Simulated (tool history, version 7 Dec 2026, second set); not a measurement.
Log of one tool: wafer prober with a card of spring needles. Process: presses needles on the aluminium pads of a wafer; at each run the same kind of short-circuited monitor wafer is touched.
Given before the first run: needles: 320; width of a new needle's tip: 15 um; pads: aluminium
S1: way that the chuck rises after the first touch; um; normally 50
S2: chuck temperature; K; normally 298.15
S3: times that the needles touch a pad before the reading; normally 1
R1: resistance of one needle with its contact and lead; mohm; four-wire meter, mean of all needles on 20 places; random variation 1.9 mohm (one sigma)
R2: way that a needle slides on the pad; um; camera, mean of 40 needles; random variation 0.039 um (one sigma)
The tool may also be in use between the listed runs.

run     day  S1      S2  S3   R1     R2
  1   0.000  50  298.15   1  202   8.19
  2   0.346  50  298.15   1  206   8.20
      0.496  -- tips cleaned on abrasive film
  3   0.704  53  298.15   1  204   8.67
      1.075  -- tips cleaned on abrasive film
  4   1.108  53  298.15   1  205   8.79
  5   1.312  50  298.15   1  204   8.22
  6   1.629  50  298.15   1  201   8.19
      1.667  -- tips cleaned on abrasive film
  7   2.067  50  298.15   1  209   8.27
      2.242  -- tips cleaned on abrasive film
  8   2.300  50  298.15   1  206   8.24
  9   2.746  50  298.15   1  202   8.24
      2.838  -- tips cleaned on abrasive film
 10   3.154  50  298.15   1  203   8.28
      3.433  -- tips cleaned on abrasive film
 11   3.646  50  298.15   1  204   8.22
      4.046  -- tips cleaned on abrasive film
 12   4.083  50  298.15   1  204   8.23
 13   4.404  50  298.15   1  205   8.21
      4.625  -- tips cleaned on abrasive film
 14   4.642  50  298.15   1  205   8.25
 15   5.004  50  298.15   1  205   8.25
      5.225  -- tips cleaned on abrasive film
 16   5.458  50  298.15   1  204   8.27
      5.808  -- tips cleaned on abrasive film
 17   5.846  50  298.15   1  205   8.22
 18   6.058  50  349.15   1  216   8.15
      6.392  -- tips cleaned on abrasive film
 19   6.500  33  308.15   1  213   5.41
 20   6.775  69  308.15   1  204  11.35
      6.975  -- tips cleaned on abrasive film
 21   7.138  69  308.15   1  202  11.34
 22   7.358  69  308.15   1  203  11.34
      7.571  -- tips cleaned on abrasive film
 23   7.604  64  303.15   2  202  10.55
 24   7.900  39  337.15   2  220   6.41
      8.179  -- tips cleaned on abrasive film
 25   8.229  63  385.15   2  221  10.34
 26   8.488  43  322.15   2  212   7.09
      8.721  -- height of the first contact set anew
      8.771  -- tips cleaned on abrasive film
 27   8.783  43  322.15   2  215   7.07
 28   9.079  50  397.15   2  228   8.30
      9.358  -- tips cleaned on abrasive film
 29   9.492  50  397.15   2  227   8.20
 30   9.833  50  397.15   2  229   8.25
      9.950  -- tips cleaned on abrasive film
 31  10.042  38  347.15   1  218   6.22
 32  10.433  50  301.15   2  207   8.27
     10.558  -- tips cleaned on abrasive film
 33  10.850  50  301.15   2  204   8.22
     11.129  -- tips cleaned on abrasive film
 34  11.171  50  301.15   2  202   8.22

Predict each of these 4 candidate next runs independently; none follows another, all start after run 34:
  A  11.554  42  301.15   2   ?   ?
  B  11.554  50  369.15   1   ?   ?
  C  11.554  59  301.15   3   ?   ?
  D  11.554  50  298.15   1   ?   ?

run   R1    R2
  A  206  6.95
  B  226  8.29
  C  206  9.74
  D  206  8.25
What these runs would have given with no unlogged condition in the tool:
run   R1    R2
  A  206  6.95
  B  226  8.29
  C  206  9.74
  D  206  8.25

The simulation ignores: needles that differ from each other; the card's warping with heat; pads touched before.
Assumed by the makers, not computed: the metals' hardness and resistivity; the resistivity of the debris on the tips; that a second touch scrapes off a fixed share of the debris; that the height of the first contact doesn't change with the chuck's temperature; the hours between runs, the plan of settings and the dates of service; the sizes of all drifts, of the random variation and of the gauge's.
